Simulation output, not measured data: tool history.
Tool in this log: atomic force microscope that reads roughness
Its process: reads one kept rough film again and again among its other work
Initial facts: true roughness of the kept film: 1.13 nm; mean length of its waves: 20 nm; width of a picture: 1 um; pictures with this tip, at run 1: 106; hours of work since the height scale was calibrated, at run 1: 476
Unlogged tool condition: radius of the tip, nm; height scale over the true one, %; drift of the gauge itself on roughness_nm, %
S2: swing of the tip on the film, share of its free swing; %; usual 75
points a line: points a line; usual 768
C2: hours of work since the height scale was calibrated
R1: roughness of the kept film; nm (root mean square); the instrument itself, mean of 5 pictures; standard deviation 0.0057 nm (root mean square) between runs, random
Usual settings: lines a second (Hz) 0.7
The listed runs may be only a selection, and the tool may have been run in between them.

{"run": 1, "hour": 0.0, "lines a second (Hz)": 0.7, "S2": 75, "points a line": 768, "pictures with this tip": 106, "C2": 476, "R1": 1.007}
{"hour": 4.4, "done": "new tip fitted"}
{"run": 2, "hour": 20.7, "lines a second (Hz)": 0.7, "S2": 59, "points a line": 768, "pictures with this tip": 23, "C2": 485, "R1": 1.042}
{"run": 3, "hour": 69.4, "lines a second (Hz)": 0.7, "S2": 59, "points a line": 996, "pictures with this tip": 91, "C2": 505, "R1": 1.036}
{"hour": 82.4, "done": "new tip fitted"}
{"run": 4, "hour": 100.9, "lines a second (Hz)": 0.7, "S2": 67, "points a line": 768, "pictures with this tip": 26, "C2": 518, "R1": 1.038}
{"run": 5, "hour": 128.7, "lines a second (Hz)": 0.7, "S2": 67, "points a line": 768, "pictures with this tip": 65, "C2": 530, "R1": 1.021}
{"hour": 161.4, "done": "new tip fitted"}
{"run": 6, "hour": 161.4, "lines a second (Hz)": 0.7, "S2": 67, "points a line": 768, "pictures with this tip": 0, "C2": 543, "R1": 1.027}
{"run": 7, "hour": 194.8, "lines a second (Hz)": 0.7, "S2": 67, "points a line": 768, "pictures with this tip": 47, "C2": 558, "R1": 1.022}
{"run": 8, "hour": 227.1, "lines a second (Hz)": 0.7, "S2": 67, "points a line": 768, "pictures with this tip": 92, "C2": 571, "R1": 1.023}
{"hour": 242.4, "done": "new tip fitted"}
{"run": 9, "hour": 265.5, "lines a second (Hz)": 0.7, "S2": 75, "points a line": 768, "pictures with this tip": 33, "C2": 587, "R1": 1.013}
{"run": 10, "hour": 303.2, "lines a second (Hz)": 0.7, "S2": 75, "points a line": 768, "pictures with this tip": 85, "C2": 603, "R1": 1.015}
{"hour": 322.4, "done": "new tip fitted"}
{"run": 11, "hour": 336.3, "lines a second (Hz)": 0.7, "S2": 61, "points a line": 768, "pictures with this tip": 19, "C2": 617, "R1": 1.035}
{"run": 12, "hour": 377.7, "lines a second (Hz)": 1.068, "S2": 79, "points a line": 374, "pictures with this tip": 77, "C2": 634, "R1": 0.95}
{"hour": 400.4, "done": "new tip fitted"}
{"run": 13, "hour": 408.4, "lines a second (Hz)": 1.068, "S2": 79, "points a line": 374, "pictures with this tip": 11, "C2": 647, "R1": 0.948}
{"run": 14, "hour": 455.5, "lines a second (Hz)": 1.068, "S2": 79, "points a line": 374, "pictures with this tip": 77, "C2": 667, "R1": 0.954}
{"hour": 479.9, "done": "new tip fitted"}
{"run": 15, "hour": 505.1, "lines a second (Hz)": 1.068, "S2": 79, "points a line": 374, "pictures with this tip": 35, "C2": 688, "R1": 0.955}
{"run": 16, "hour": 531.2, "lines a second (Hz)": 0.655, "S2": 75, "points a line": 486, "pictures with this tip": 72, "C2": 699, "R1": 1.015}
{"run": 17, "hour": 555.4, "lines a second (Hz)": 0.655, "S2": 75, "points a line": 459, "pictures with this tip": 106, "C2": 709, "R1": 1.008}
{"hour": 558.8, "done": "new tip fitted"}
{"run": 18, "hour": 589.3, "lines a second (Hz)": 0.7, "S2": 75, "points a line": 638, "pictures with this tip": 43, "C2": 723, "R1": 1.015}
{"run": 19, "hour": 614.5, "lines a second (Hz)": 0.7, "S2": 75, "points a line": 701, "pictures with this tip": 78, "C2": 734, "R1": 1.009}
{"hour": 640.0, "done": "new tip fitted"}
{"run": 20, "hour": 656.1, "lines a second (Hz)": 1.096, "S2": 75, "points a line": 717, "pictures with this tip": 23, "C2": 751, "R1": 0.978}
{"run": 21, "hour": 691.0, "lines a second (Hz)": 1.096, "S2": 75, "points a line": 717, "pictures with this tip": 72, "C2": 766, "R1": 0.988}
{"hour": 719.3, "done": "new tip fitted"}
{"run": 22, "hour": 736.0, "lines a second (Hz)": 1.523, "S2": 75, "points a line": 538, "pictures with this tip": 23, "C2": 785, "R1": 0.945}

What if the next run were any one of these 4? Each begins from the tool's condition after run 22:
{"run": "A", "hour": 782.0, "lines a second (Hz)": 1.523, "S2": 76, "points a line": 286, "pictures with this tip": 88, "C2": 804, "R1": "?"}
{"run": "B", "hour": 782.0, "lines a second (Hz)": 0.667, "S2": 75, "points a line": 650, "pictures with this tip": 88, "C2": 804, "R1": "?"}
{"run": "C", "hour": 782.0, "lines a second (Hz)": 2.44, "S2": 64, "points a line": 525, "pictures with this tip": 88, "C2": 804, "R1": "?"}
{"run": "D", "hour": 782.0, "lines a second (Hz)": 0.961, "S2": 64, "points a line": 768, "pictures with this tip": 88, "C2": 804, "R1": "?"}

run=A R1=0.92
run=B R1=1.005
run=C R1=0.968
run=D R1=1.023
Had the tool no hidden state, the same runs would have come out as:
run=A R1=0.922
run=B R1=1.007
run=C R1=0.97
run=D R1=1.025
